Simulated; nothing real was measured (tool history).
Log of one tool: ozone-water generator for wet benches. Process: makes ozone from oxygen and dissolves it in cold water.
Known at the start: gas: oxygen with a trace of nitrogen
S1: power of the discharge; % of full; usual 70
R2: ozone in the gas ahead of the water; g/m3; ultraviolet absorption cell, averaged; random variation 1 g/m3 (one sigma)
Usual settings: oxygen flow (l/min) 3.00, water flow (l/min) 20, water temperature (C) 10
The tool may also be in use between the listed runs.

Run 1, hour 0.0: usual settings. Result: dissolved ozone (ppm) 16.2, R2 180.9 g/m3.
Run 2, hour 80.9: usual settings. Result: dissolved ozone (ppm) 16.0, R2 178.9 g/m3.
Run 3, hour 166.3: usual settings. Result: dissolved ozone (ppm) 16.2, R2 180.4 g/m3.
Run 4, hour 284.3: usual settings. Result: dissolved ozone (ppm) 16.1, R2 180.8 g/m3.
Run 5, hour 341.7: usual settings. Result: dissolved ozone (ppm) 16.1, R2 179.4 g/m3.
Run 6, hour 425.3: usual settings. Result: dissolved ozone (ppm) 15.9, R2 178.4 g/m3.
Run 7, hour 498.6: usual settings. Result: dissolved ozone (ppm) 15.9, R2 179.7 g/m3.
Run 8, hour 574.5: usual settings. Result: dissolved ozone (ppm) 15.8, R2 179.0 g/m3.
Run 9, hour 684.5: usual settings. Result: dissolved ozone (ppm) 15.9, R2 177.1 g/m3.
Run 10, hour 756.6: usual settings but S1 85 % of full, oxygen flow (l/min) 1.73, water flow (l/min) 25, water temperature (C) 6. Result: dissolved ozone (ppm) 11.5, R2 251.0 g/m3.
Run 11, hour 865.3: usual settings but oxygen flow (l/min) 3.08, water flow (l/min) 24. Result: dissolved ozone (ppm) 13.2, R2 175.6 g/m3.
Run 12, hour 933.8: usual settings but S1 57 % of full, oxygen flow (l/min) 1.59, water flow (l/min) 18, water temperature (C) 11. Result: dissolved ozone (ppm) 12.8, R2 207.9 g/m3.
Run 13, hour 1030.9: usual settings but S1 99 % of full, water flow (l/min) 21. Result: dissolved ozone (ppm) 18.6, R2 217.0 g/m3.
Run 14, hour 1083.6: usual settings but S1 99 % of full, water flow (l/min) 21. Result: dissolved ozone (ppm) 18.6, R2 219.5 g/m3.
Run 15, hour 1147.8: usual settings but S1 99 % of full, oxygen flow (l/min) 2.26, water flow (l/min) 21. Result: dissolved ozone (ppm) 16.8, R2 242.7 g/m3.
Run 16, hour 1228.4: usual settings but water flow (l/min) 13, water temperature (C) 17. Result: dissolved ozone (ppm) 22.1, R2 176.4 g/m3.
Run 17, hour 1309.1: usual settings but S1 66 % of full, oxygen flow (l/min) 4.54, water flow (l/min) 13, water temperature (C) 6. Result: dissolved ozone (ppm) 26.0, R2 144.3 g/m3.
Run 18, hour 1403.4: usual settings but S1 66 % of full, oxygen flow (l/min) 4.54, water flow (l/min) 13, water temperature (C) 6. Result: dissolved ozone (ppm) 26.2, R2 143.6 g/m3.

3 ways to go on from here, each from the tool as it stands after run 18. What would each give?
Run A, hour 1478.3: usual settings but S1 62 % of full, oxygen flow (l/min) 4.54, water flow (l/min) 25, water temperature (C) 8. Result: dissolved ozone (ppm) ?, R2 ?.
Run B, hour 1478.3: usual settings but S1 66 % of full, oxygen flow (l/min) 1.53, water flow (l/min) 26, water temperature (C) 6. Result: dissolved ozone (ppm) ?, R2 ?.
Run C, hour 1478.3: usual settings but water temperature (C) 13. Result: dissolved ozone (ppm) ?, R2 ?.

run  dissolved ozone (ppm)     R2
  A                   13.7  138.5
  B                    9.0  228.0
  C                   15.7  176.0
Without the tool's hidden state the same runs would have given:
run  dissolved ozone (ppm)     R2
  A                   13.8  140.9
  B                    9.0  231.9
  C                   15.8  179.0

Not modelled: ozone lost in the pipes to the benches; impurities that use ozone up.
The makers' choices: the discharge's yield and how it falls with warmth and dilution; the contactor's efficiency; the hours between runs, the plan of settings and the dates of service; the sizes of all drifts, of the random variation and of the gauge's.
